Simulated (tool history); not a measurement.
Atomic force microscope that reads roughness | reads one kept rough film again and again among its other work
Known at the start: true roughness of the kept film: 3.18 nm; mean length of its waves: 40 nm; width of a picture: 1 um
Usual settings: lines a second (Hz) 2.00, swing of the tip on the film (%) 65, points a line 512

run	hour	lines a second (Hz)	swing of the tip on the film (%)	points a line	roughness of the kept film (nm (root mean square))
1	0.0	2.00	65	512	2.247
2	17.5	1.25	65	512	2.256
# hour 22.7: new tip fitted
3	25.8	1.25	65	512	2.796
4	41.1	1.25	65	512	2.721
5	52.4	2.00	65	512	2.594
6	66.2	2.00	65	512	2.518
7	82.3	2.00	65	512	2.475
8	97.2	2.00	65	512	2.392
9	113.8	2.00	65	512	2.354
10	129.9	2.00	65	512	2.282
11	139.7	2.00	65	512	2.252
12	150.5	2.00	79	512	2.049
13	159.1	2.00	79	512	2.014
# hour 160.7: new tip fitted
14	175.8	2.00	79	512	2.470
15	189.3	2.00	79	512	2.407
16	208.4	2.00	73	512	2.400
17	218.4	2.00	73	512	2.371
18	227.6	2.00	73	512	2.336
19	238.0	2.00	73	512	2.291
20	255.8	2.00	73	512	2.222
21	269.8	2.00	65	512	2.274
22	279.1	0.72	81	592	2.265
23	289.5	0.72	81	592	2.253
# hour 299.4: new tip fitted
24	308.8	1.04	63	592	2.772
25	323.7	0.53	65	289	2.735
26	333.8	0.56	85	736	2.610
27	345.7	2.00	81	512	2.288
28	354.1	2.00	81	512	2.255
29	362.4	2.00	61	318	2.464
30	375.2	2.00	61	318	2.406

The next listed run, before its measurement:
31	386.9	2.00	61	318	?

Run 31 gave roughness of the kept film (nm (root mean square)) 2.363.
Without the tool's hidden state the same run would have given roughness of the kept film (nm (root mean square)) 2.772.

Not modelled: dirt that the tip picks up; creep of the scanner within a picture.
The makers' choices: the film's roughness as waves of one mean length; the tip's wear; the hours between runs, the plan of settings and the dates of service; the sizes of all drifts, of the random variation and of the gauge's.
